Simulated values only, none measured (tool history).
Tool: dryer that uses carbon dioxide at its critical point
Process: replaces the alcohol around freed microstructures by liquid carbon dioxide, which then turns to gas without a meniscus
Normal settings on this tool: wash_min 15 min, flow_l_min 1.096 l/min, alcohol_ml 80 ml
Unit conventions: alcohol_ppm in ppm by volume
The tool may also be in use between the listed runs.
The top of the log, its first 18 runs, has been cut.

run,day,wash_min,flow_l_min,alcohol_ml,hours of work since the filter was changed,hours of work since the purifier's bed was changed,alcohol_ppm
19,14.996,15,1.096,65,385,926,185
20,15.796,15,1.096,65,400,941,185
21,16.658,15,1.096,65,416,957,196
22,17.558,15,1.096,80,433,974,230
23,18.146,15,1.096,80,444,985,228
24,19.071,15,1.096,80,462,1003,238
25,19.933,15,1.096,80,478,1019,238
26,20.55,15,1.096,80,490,1030,243
27,21.279,15,0.92,84,503,1044,517

What does the tool deliver on the next run?
28,21.762,18,1.096,53,513,1053,?

{"run 28": {"alcohol_ppm": 114}}
The same run, on a tool lacking any hidden state, would have yielded alcohol_ppm 14 ppm by volume.
